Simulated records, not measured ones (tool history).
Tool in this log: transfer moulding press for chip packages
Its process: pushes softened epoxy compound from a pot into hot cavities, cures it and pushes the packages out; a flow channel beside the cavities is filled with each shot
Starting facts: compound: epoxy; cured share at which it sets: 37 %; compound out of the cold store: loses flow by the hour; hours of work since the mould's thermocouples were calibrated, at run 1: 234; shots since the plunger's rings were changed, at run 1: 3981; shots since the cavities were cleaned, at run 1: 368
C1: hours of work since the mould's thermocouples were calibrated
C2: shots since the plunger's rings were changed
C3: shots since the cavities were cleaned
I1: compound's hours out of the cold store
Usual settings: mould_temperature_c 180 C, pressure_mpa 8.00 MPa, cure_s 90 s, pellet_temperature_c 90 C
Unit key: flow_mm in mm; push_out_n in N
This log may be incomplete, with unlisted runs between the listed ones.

run 1 hour=0.0 | mould_temperature_c=180 pressure_mpa=8.00 cure_s=90 pellet_temperature_c=90 | C1=234 C2=3981 C3=368 | I1=36.7 | flow_mm=559 push_out_n=1031
run 2 hour=6.1 | mould_temperature_c=180 pressure_mpa=8.00 cure_s=119 pellet_temperature_c=90 | C1=238 C2=4056 C3=443 | I1=20.1 | flow_mm=598 push_out_n=835
run 3 hour=14.3 | mould_temperature_c=180 pressure_mpa=8.00 cure_s=119 pellet_temperature_c=90 | C1=244 C2=4157 C3=544 | I1=28.4 | flow_mm=587 push_out_n=846
run 4 hour=21.9 | mould_temperature_c=180 pressure_mpa=8.00 cure_s=119 pellet_temperature_c=90 | C1=249 C2=4250 C3=637 | I1=8.9 | flow_mm=619 push_out_n=938
-- hour=24.5 cavities cleaned with cleaning compound and waxed
run 5 hour=32.8 | mould_temperature_c=180 pressure_mpa=8.00 cure_s=90 pellet_temperature_c=94 | C1=255 C2=4365 C3=102 | I1=21.1 | flow_mm=585 push_out_n=781
-- hour=41.3 plunger's sealing rings changed
run 6 hour=43.0 | mould_temperature_c=180 pressure_mpa=8.00 cure_s=90 pellet_temperature_c=94 | C1=260 C2=21 C3=196 | I1=31.7 | flow_mm=614 push_out_n=824
run 7 hour=54.3 | mould_temperature_c=180 pressure_mpa=8.00 cure_s=90 pellet_temperature_c=94 | C1=268 C2=160 C3=335 | I1=31.0 | flow_mm=611 push_out_n=972
run 8 hour=63.8 | mould_temperature_c=180 pressure_mpa=8.00 cure_s=90 pellet_temperature_c=94 | C1=274 C2=275 C3=450 | I1=33.7 | flow_mm=603 push_out_n=1047
run 9 hour=71.7 | mould_temperature_c=180 pressure_mpa=8.00 cure_s=90 pellet_temperature_c=94 | C1=279 C2=373 C3=548 | I1=34.4 | flow_mm=593 push_out_n=1100
-- hour=81.9 cavities cleaned with cleaning compound and waxed
run 10 hour=85.0 | mould_temperature_c=180 pressure_mpa=8.00 cure_s=90 pellet_temperature_c=97 | C1=287 C2=517 C3=38 | I1=28.6 | flow_mm=617 push_out_n=665
run 11 hour=92.3 | mould_temperature_c=178 pressure_mpa=7.38 cure_s=93 pellet_temperature_c=91 | C1=292 C2=606 C3=127 | I1=36.7 | flow_mm=578 push_out_n=820
run 12 hour=101.6 | mould_temperature_c=178 pressure_mpa=7.38 cure_s=93 pellet_temperature_c=91 | C1=298 C2=720 C3=241 | I1=39.0 | flow_mm=571 push_out_n=931
run 13 hour=107.5 | mould_temperature_c=188 pressure_mpa=7.38 cure_s=93 pellet_temperature_c=91 | C1=302 C2=791 C3=312 | I1=32.1 | flow_mm=552 push_out_n=710
run 14 hour=113.7 | mould_temperature_c=183 pressure_mpa=8.00 cure_s=130 pellet_temperature_c=97 | C1=306 C2=868 C3=389 | I1=30.4 | flow_mm=600 push_out_n=751
run 15 hour=119.7 | mould_temperature_c=173 pressure_mpa=8.69 cure_s=90 pellet_temperature_c=80 | C1=310 C2=942 C3=463 | I1=13.0 | flow_mm=707 push_out_n=2014
run 16 hour=130.3 | mould_temperature_c=173 pressure_mpa=8.69 cure_s=90 pellet_temperature_c=80 | C1=317 C2=1071 C3=592 | I1=42.4 | flow_mm=618 push_out_n=1880

Each row is a separate what-if for the run after 16, all from the same tool condition, not one after another. Results?
-- hour=136.3 cavities cleaned with cleaning compound and waxed
run A hour=143.0 | mould_temperature_c=183 pressure_mpa=8.00 cure_s=90 pellet_temperature_c=90 | C1=324 C2=1208 C3=81 | I1=28.4 | flow_mm=? push_out_n=?
-- hour=136.3 cavities cleaned with cleaning compound and waxed
run B hour=143.0 | mould_temperature_c=187 pressure_mpa=8.24 cure_s=121 pellet_temperature_c=80 | C1=324 C2=1208 C3=81 | I1=32.2 | flow_mm=? push_out_n=?
-- hour=136.3 cavities cleaned with cleaning compound and waxed
run C hour=143.0 | mould_temperature_c=180 pressure_mpa=8.59 cure_s=90 pellet_temperature_c=90 | C1=324 C2=1208 C3=81 | I1=30.9 | flow_mm=? push_out_n=?
-- hour=136.3 cavities cleaned with cleaning compound and waxed
run D hour=143.0 | mould_temperature_c=176 pressure_mpa=6.49 cure_s=90 pellet_temperature_c=94 | C1=324 C2=1208 C3=81 | I1=21.6 | flow_mm=? push_out_n=?

run=A flow_mm=600 push_out_n=644
run=B flow_mm=580 push_out_n=527
run=C flow_mm=624 push_out_n=730
run=D flow_mm=579 push_out_n=981
With the hidden condition removed and each run's random variation left untouched, the same runs would have given:
run=A flow_mm=614 push_out_n=562
run=B flow_mm=593 push_out_n=448
run=C flow_mm=639 push_out_n=646
run=D flow_mm=593 push_out_n=879
